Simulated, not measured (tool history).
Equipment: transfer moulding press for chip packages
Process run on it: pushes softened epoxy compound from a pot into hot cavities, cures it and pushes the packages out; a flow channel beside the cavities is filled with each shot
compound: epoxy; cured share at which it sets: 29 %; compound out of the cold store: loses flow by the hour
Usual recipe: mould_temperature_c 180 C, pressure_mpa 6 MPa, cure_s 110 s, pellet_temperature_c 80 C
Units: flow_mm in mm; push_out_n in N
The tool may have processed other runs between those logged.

run   hour  mould_temperature_c  pressure_mpa  cure_s  pellet_temperature_c  incoming compound's hours out of the cold store  flow_mm  push_out_n
  1      0                  180             6     110                    80                                             44.4      569         233
  2   37.5                  180             6     110                    80                                             11.2      667         301
  3   70.6                  180             6     110                    80                                             22.8      628         354
      76.9  -- cavities cleaned with cleaning compound and waxed
     111.1  -- plunger's sealing rings changed
  4  124.8                  180             6     110                    80                                             36.5      599         390
  5  146.9                  180             6     110                    80                                             11.9      672         397
     157.2  -- cavities cleaned with cleaning compound and waxed
  6  189.5                  180             6     110                    80                                             23.4      634         287
     206.6  -- cavities cleaned with cleaning compound and waxed, once more
  7  240.3                  180             6     110                    80                                             26.4      621         292
       283  -- cavities cleaned with cleaning compound and waxed
  8  289.3                  180             6     110                    80                                             19.2      638         234
  9  317.4                  180             6     110                    80                                              9.7      670         290
 10  354.2                  180             6     110                    80                                             23.3      621         331
     358.4  -- cavities cleaned with cleaning compound and waxed
     393.6  -- plunger's sealing rings changed
 11  395.4                  180             6     110                    80                                             17.9      656         304
 12  425.1                  180             6     110                    80                                             21.6      643         341
     437.9  -- cavities cleaned with cleaning compound and waxed
 13  451.4                  180             6     110                    80                                             36.9      596         256
 14    489                  180          4.54     110                    80                                             35.2      518         314
     503.1  -- mould's thermocouples calibrated
     516.3  -- cavities cleaned with cleaning compound and waxed
 15  532.5                  180          4.54     110                    80                                             46.6      495         262
 16    562                  186          4.54     110                    87                                             46.2      481         295
     595.5  -- cavities cleaned with cleaning compound and waxed
 17  600.5                  176           4.9     132                    84                                             33.1      555         239
 18  650.8                  179           4.9     140                    82                                              8.4      614         314
     673.3  -- cavities cleaned with cleaning compound and waxed
       679  -- plunger's sealing rings changed
 19  680.3                  179           4.9     140                    82                                             40.3      537         231
 20  719.1                  180          5.95     110                    80                                             35.3      602         312
     751.1  -- cavities cleaned with cleaning compound and waxed
 21  758.4                  180          5.95     111                    80                                             13.9      666         255
 22  812.1                  180             6     110                    82                                             26.6      625         310
     828.2  -- cavities cleaned with cleaning compound and waxed
 23  844.8                  180             6     110                    82                                             22.4      637         276
 24  874.7                  180             6     107                    80                                             46.8      563         315
     904.1  -- cavities cleaned with cleaning compound and waxed
 25  921.9                  180             6     111                    76                                             36.9      587         272
     960.2  -- plunger's sealing rings changed
 26  962.2                  177          6.62     110                    80                                             10.2      732         361
     983.5  -- cavities cleaned with cleaning compound and waxed
 27   1010                  180             6     110                    79                                               16      663         277

Consider 5 possible next runs. They are alternatives, not a sequence: every one starts from the tool as it was left by run 27. What does each give?
  A  1037.6                  183          5.78     110                    79                                             10.4        ?           ?
  B  1037.6                  180          4.76     110                    86                                             22.2        ?           ?
  C  1037.6                  180          5.85     110                    79                                             35.1        ?           ?
  D  1037.6                  174             6     110                    74                                             43.1        ?           ?
  E  1037.6                  184          5.54      99                    80                                             26.4        ?           ?

run  flow_mm  push_out_n
  A      658         322
  B      569         339
  C      595         331
  D      597         401
  E      592         309
Stripped of hidden state, with their random variation kept, the same runs would have yielded:
run  flow_mm  push_out_n
  A      664         225
  B      575         239
  C      600         232
  D      602         286
  E      597         216
